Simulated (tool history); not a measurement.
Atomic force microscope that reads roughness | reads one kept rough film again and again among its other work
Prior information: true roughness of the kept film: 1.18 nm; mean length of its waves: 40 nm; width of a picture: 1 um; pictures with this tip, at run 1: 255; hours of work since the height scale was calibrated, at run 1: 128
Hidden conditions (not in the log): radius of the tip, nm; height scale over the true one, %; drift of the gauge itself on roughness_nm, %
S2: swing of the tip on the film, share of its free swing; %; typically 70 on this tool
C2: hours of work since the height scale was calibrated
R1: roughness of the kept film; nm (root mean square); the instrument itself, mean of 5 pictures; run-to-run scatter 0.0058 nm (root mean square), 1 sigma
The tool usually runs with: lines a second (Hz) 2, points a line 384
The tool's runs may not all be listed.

run 1 hour=0 | lines_a_second_(Hz)=2 S2=70 points_a_line=384 | pictures_with_this_tip=255 C2=128 | R1=1.049
run 2 hour=8.3 | lines_a_second_(Hz)=2 S2=70 points_a_line=384 | pictures_with_this_tip=268 C2=133 | R1=1.05
run 3 hour=15.9 | lines_a_second_(Hz)=2 S2=70 points_a_line=384 | pictures_with_this_tip=280 C2=137 | R1=1.047
run 4 hour=22.4 | lines_a_second_(Hz)=2 S2=70 points_a_line=384 | pictures_with_this_tip=291 C2=140 | R1=1.048
run 5 hour=28.8 | lines_a_second_(Hz)=2 S2=70 points_a_line=384 | pictures_with_this_tip=301 C2=144 | R1=1.037
run 6 hour=36.4 | lines_a_second_(Hz)=2 S2=70 points_a_line=384 | pictures_with_this_tip=313 C2=148 | R1=1.032
run 7 hour=44.9 | lines_a_second_(Hz)=1.88 S2=70 points_a_line=384 | pictures_with_this_tip=327 C2=153 | R1=1.058
-- hour=49 new tip fitted
run 8 hour=52.6 | lines_a_second_(Hz)=0.61 S2=70 points_a_line=384 | pictures_with_this_tip=6 C2=157 | R1=1.118
run 9 hour=58.2 | lines_a_second_(Hz)=2 S2=58 points_a_line=989 | pictures_with_this_tip=15 C2=160 | R1=1.101
run 10 hour=64.6 | lines_a_second_(Hz)=2 S2=58 points_a_line=989 | pictures_with_this_tip=25 C2=163 | R1=1.097
run 11 hour=72.4 | lines_a_second_(Hz)=2 S2=58 points_a_line=389 | pictures_with_this_tip=38 C2=168 | R1=1.097
run 12 hour=80.8 | lines_a_second_(Hz)=2 S2=70 points_a_line=363 | pictures_with_this_tip=51 C2=172 | R1=1.055
run 13 hour=89.3 | lines_a_second_(Hz)=1.44 S2=70 points_a_line=478 | pictures_with_this_tip=65 C2=177 | R1=1.074
run 14 hour=96.3 | lines_a_second_(Hz)=0.53 S2=59 points_a_line=540 | pictures_with_this_tip=76 C2=181 | R1=1.137
run 15 hour=104.9 | lines_a_second_(Hz)=1.64 S2=80 points_a_line=367 | pictures_with_this_tip=90 C2=185 | R1=1.01

Consider 3 possible next runs. They are alternatives, not a sequence: every one starts from the tool as it was left by run 15. What does each give?
run A hour=109.3 | lines_a_second_(Hz)=1.64 S2=84 points_a_line=672 | pictures_with_this_tip=97 C2=188 | R1=?
run B hour=109.3 | lines_a_second_(Hz)=0.74 S2=61 points_a_line=784 | pictures_with_this_tip=97 C2=188 | R1=?
run C hour=109.3 | lines_a_second_(Hz)=1.98 S2=66 points_a_line=384 | pictures_with_this_tip=97 C2=188 | R1=?

run=A R1=0.987
run=B R1=1.13
run=C R1=1.073
Stripped of hidden state, with their random variation kept, the same runs would have yielded:
run=A R1=0.988
run=B R1=1.131
run=C R1=1.074

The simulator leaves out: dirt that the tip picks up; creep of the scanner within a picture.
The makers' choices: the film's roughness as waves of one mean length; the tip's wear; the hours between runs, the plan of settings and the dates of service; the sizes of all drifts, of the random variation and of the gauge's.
